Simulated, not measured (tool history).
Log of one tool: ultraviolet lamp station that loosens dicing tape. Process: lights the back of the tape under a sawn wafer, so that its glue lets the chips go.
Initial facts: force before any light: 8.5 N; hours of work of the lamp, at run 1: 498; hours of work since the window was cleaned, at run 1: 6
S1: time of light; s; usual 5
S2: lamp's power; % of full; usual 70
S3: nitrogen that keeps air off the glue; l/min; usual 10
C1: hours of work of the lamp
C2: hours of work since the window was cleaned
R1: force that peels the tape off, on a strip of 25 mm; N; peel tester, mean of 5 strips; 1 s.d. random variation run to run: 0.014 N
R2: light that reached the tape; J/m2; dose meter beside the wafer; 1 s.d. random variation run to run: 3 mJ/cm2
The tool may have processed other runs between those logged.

run 1 hour=0.0 | S1=5 S2=70 S3=10 | C1=498 C2=6 | R1=0.684 R2=4540
run 2 hour=13.8 | S1=5 S2=70 S3=10 | C1=507 C2=15 | R1=0.670 R2=4560
run 3 hour=37.4 | S1=5 S2=70 S3=10 | C1=522 C2=31 | R1=0.681 R2=4560
run 4 hour=50.3 | S1=5 S2=70 S3=10 | C1=531 C2=39 | R1=0.662 R2=4600
run 5 hour=74.9 | S1=5 S2=78 S3=10 | C1=547 C2=56 | R1=0.523 R2=5050
run 6 hour=94.4 | S1=5 S2=70 S3=10 | C1=560 C2=69 | R1=0.669 R2=4610
run 7 hour=115.1 | S1=5 S2=70 S3=10 | C1=574 C2=82 | R1=0.686 R2=4580
run 8 hour=130.5 | S1=5 S2=70 S3=18 | C1=584 C2=92 | R1=0.434 R2=4550
run 9 hour=147.5 | S1=2 S2=70 S3=15 | C1=595 C2=104 | R1=2.411 R2=1830
run 10 hour=170.6 | S1=8 S2=91 S3=15 | C1=611 C2=119 | R1=0.163 R2=9460
run 11 hour=193.7 | S1=8 S2=91 S3=15 | C1=626 C2=134 | R1=0.185 R2=9500
run 12 hour=217.1 | S1=9 S2=97 S3=10 | C1=642 C2=150 | R1=0.178 R2=11340
run 13 hour=238.9 | S1=5 S2=77 S3=5 | C1=656 C2=164 | R1=0.991 R2=5020
run 14 hour=258.8 | S1=2 S2=80 S3=5 | C1=669 C2=178 | R1=3.363 R2=2100
run 15 hour=277.3 | S1=6 S2=68 S3=10 | C1=681 C2=190 | R1=0.478 R2=5340

What if the next run were any one of these 5? Each begins from the tool's condition after run 15:
run A hour=291.9 | S1=3 S2=60 S3=15 | C1=691 C2=200 | R1=? R2=?
run B hour=291.9 | S1=6 S2=83 S3=4 | C1=691 C2=200 | R1=? R2=?
run C hour=291.9 | S1=5 S2=69 S3=4 | C1=691 C2=200 | R1=? R2=?
run D hour=291.9 | S1=7 S2=70 S3=3 | C1=691 C2=200 | R1=? R2=?
run E hour=291.9 | S1=5 S2=67 S3=10 | C1=691 C2=200 | R1=? R2=?

run=A R1=1.685 R2=2340
run=B R1=0.701 R2=6460
run=C R1=1.448 R2=4540
run=D R1=0.913 R2=6450
run=E R1=0.726 R2=4410
What these runs would have given with no unlogged condition in the tool:
run=A R1=1.680 R2=2340
run=B R1=0.698 R2=6470
run=C R1=1.443 R2=4540
run=D R1=0.909 R2=6460
run=E R1=0.723 R2=4420
